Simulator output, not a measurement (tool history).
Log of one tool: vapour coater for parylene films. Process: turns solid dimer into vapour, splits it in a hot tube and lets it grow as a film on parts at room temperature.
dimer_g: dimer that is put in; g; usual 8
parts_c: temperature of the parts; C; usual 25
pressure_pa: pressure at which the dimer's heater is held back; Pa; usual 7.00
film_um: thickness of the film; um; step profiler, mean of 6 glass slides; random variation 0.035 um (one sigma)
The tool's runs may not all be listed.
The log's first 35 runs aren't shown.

| run | hour | dimer_g | parts_c | pressure_pa | film_um |
|---|---|---|---|---|---|
| 36 | 632.9 | 5 | 33 | 6.90 | 1.80 |
| 37 | 652.0 | 10 | 22 | 7.00 | 4.54 |
| 38 | 669.8 | 10 | 22 | 7.00 | 4.53 |
| 39 | 694.2 | 14 | 25 | 7.00 | 5.92 |
| 40 | 705.9 | 13 | 25 | 2.91 | 6.43 |
| 41 | 724.4 | 8 | 25 | 10.45 | 3.21 |
| 42 | 741.4 | 3 | 25 | 7.00 | 1.26 |
|  | 754.4 | trap's valve overhauled |
| 43 | 768.4 | 3 | 25 | 7.00 | 1.35 |
| 44 | 779.6 | 12 | 35 | 7.29 | 4.34 |
| 45 | 800.1 | 12 | 25 | 2.12 | 6.59 |
| 46 | 810.4 | 5 | 25 | 2.12 | 2.79 |

Run 47 comes next. What will it give?
| 47 | 821.7 | 5 | 21 | 5.89 | ? |

Run 47 gave film_um 2.54 um.
Without the tool's hidden state the same run would have given film_um 2.54 um.
